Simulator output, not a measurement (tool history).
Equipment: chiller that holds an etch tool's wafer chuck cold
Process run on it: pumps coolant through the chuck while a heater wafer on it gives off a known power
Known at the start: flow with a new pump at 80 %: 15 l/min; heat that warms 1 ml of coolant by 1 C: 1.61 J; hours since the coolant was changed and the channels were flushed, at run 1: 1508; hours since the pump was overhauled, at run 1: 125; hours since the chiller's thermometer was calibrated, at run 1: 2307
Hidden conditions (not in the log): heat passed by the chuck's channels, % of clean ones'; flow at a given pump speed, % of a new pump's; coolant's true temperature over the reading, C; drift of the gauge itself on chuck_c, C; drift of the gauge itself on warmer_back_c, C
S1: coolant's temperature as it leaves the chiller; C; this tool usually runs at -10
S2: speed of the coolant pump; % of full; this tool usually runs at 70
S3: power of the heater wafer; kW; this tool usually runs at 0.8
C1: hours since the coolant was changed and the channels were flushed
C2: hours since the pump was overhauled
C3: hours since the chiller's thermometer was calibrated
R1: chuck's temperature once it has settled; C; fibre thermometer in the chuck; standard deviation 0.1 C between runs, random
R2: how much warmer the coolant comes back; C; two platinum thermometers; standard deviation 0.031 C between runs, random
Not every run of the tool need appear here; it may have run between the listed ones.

run     day   S1  S2     S3    C1   C2    C3     R1    R2
  1       0  -10  70    0.8  1508  125  2307   -3.6   2.3
  2   0.804  -14  70    0.8  1527  144  2327   -7.7  2.27
  3     2.2  -10  70    0.8  1561  178  2360   -3.7  2.29
  4   3.225  -10  70    0.8  1585  202  2385   -3.6  2.31
  5   3.908  -10  70    0.8  1601  219  2401   -3.7  2.28
  6   5.258  -10  70  0.782  1634  251  2434   -3.9   2.3
  7   6.696  -10  70  0.782  1668  286  2468   -3.8   2.3
  8    7.65  -10  84  0.782  1691  309  2491   -4.9  1.97
  9   8.429  -10  84  0.782  1710  327  2510   -4.7  1.95
 10   9.504  -10  70    0.8  1736  353  2535   -3.7  2.41
 11  10.529  -10  70    0.8  1760  378  2560   -3.7  2.42
 12   11.65  -10  70    0.8  1787  405  2587   -3.7  2.39
 13  12.692  -10  70    0.8  1812  430  2612   -3.6  2.42
 14  13.392  -10  66    0.8  1829  447  2629   -3.5  2.59
 15  14.071  -10  70  0.718  1845  463  2645   -4.5   2.2
     14.829  -- chiller's thermometer calibrated
 16  14.983  -10  70   0.58  1866  484     4   -5.5  1.82
 17  16.054  -10  70   0.58  1892  509    29   -5.5  1.88
 18  17.554  -11  60  0.818  1928  545    65   -3.5  2.91
 19   18.35  -20  72  0.507  1947  565    85  -16.1  1.61
 20  19.662  -20  72  0.561  1979  596   116  -15.7  1.76
 21  20.925  -20  64  0.899  2009  626   146  -12.4  3.04
 22  21.583  -14  96  0.449  2025  642   162  -11.3  1.12
 23  22.312  -14  96  0.449  2042  660   180  -11.4  1.16
 24  23.646  -14  96  0.449  2074  692   212  -11.4  1.18
 25    24.7  -14  96  0.449  2100  717   237  -11.3  1.22
 26  25.804  -14  96  0.449  2126  743   263  -11.3  1.28
 27  26.904  -14  96  0.449  2152  770   290  -11.3  1.22
 28  27.929   -6  70    0.8  2177  794   314    0.3  2.57
 29  29.204   -6  85  0.593  2208  825   345   -2.1  1.72
 30  30.729   -6  85  0.593  2244  862   382   -2.1  1.79
 31  31.829   -6  85  0.593  2271  888   408   -1.8  1.72

What if the next run were any one of these 4? Each begins from the tool's condition after run 31:
  A  32.688   -2  73  1.017  2291  909  429   ?   ?
  B  32.688  -12  70    0.8  2291  909  429   ?   ?
  C  32.688  -15  98  0.564  2291  909  429   ?   ?
  D  32.688  -14  86  0.644  2291  909  429   ?   ?

run     R1    R2
  A    5.8  3.12
  B   -5.7  2.67
  C  -11.7  1.52
  D   -9.6  1.85
With no hidden state in the tool, these same runs would have given:
run     R1    R2
  A    5.8  2.74
  B   -5.7  2.28
  C  -11.7  1.14
  D   -9.6  1.47
